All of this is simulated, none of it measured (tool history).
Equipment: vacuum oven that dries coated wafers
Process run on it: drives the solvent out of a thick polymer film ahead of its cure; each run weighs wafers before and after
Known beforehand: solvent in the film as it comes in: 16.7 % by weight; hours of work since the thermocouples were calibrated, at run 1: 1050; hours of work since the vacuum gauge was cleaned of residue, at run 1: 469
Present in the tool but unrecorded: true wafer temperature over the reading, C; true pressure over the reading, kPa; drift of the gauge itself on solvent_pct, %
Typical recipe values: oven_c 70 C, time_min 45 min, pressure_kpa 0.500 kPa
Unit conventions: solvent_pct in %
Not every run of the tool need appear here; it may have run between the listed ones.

run,hour,oven_c,time_min,pressure_kpa,hours of work since the thermocouples were calibrated,hours of work since the vacuum gauge was cleaned of residue,solvent_pct
1,0.0,70,45,0.500,1050,469,1.00
2,17.5,70,45,0.500,1061,480,1.00
3,34.5,70,45,0.500,1071,491,0.94
4,55.4,70,45,0.500,1084,504,0.98
5,86.5,70,45,0.500,1104,523,0.96
6,117.6,70,45,0.500,1123,542,1.00
# hour 140.2: oven's thermocouples calibrated
7,147.6,70,45,0.500,5,560,0.78
# hour 151.2: vacuum gauge cleaned of residue and calibrated
8,171.7,70,45,0.500,19,13,0.83
9,191.7,57,52,0.500,31,25,3.72
10,214.4,57,52,0.500,45,39,3.73
11,228.0,83,52,0.500,54,48,0.28
# hour 246.0: vacuum gauge cleaned of residue and calibrated, once more
12,261.1,77,28,0.500,74,9,0.64
13,290.1,77,31,1.309,92,27,0.83
14,312.2,67,75,0.333,105,41,0.39
15,340.7,65,59,0.333,123,59,0.85
16,369.1,68,42,0.451,141,77,1.19

5 ways to go on from here, each from the tool as it stands after run 16. What would each give?
A,398.5,57,68,0.507,159,95,?
B,398.5,68,36,1.982,159,95,?
C,398.5,59,73,0.417,159,95,?
D,398.5,84,56,1.104,159,95,?
E,398.5,68,42,0.451,159,95,?

run,solvent_pct
A,2.58
B,2.43
C,1.60
D,0.34
E,1.14
Stripped of hidden state, with their random variation kept, the same runs would have yielded:
run,solvent_pct
A,2.50
B,2.37
C,1.54
D,0.32
E,1.09

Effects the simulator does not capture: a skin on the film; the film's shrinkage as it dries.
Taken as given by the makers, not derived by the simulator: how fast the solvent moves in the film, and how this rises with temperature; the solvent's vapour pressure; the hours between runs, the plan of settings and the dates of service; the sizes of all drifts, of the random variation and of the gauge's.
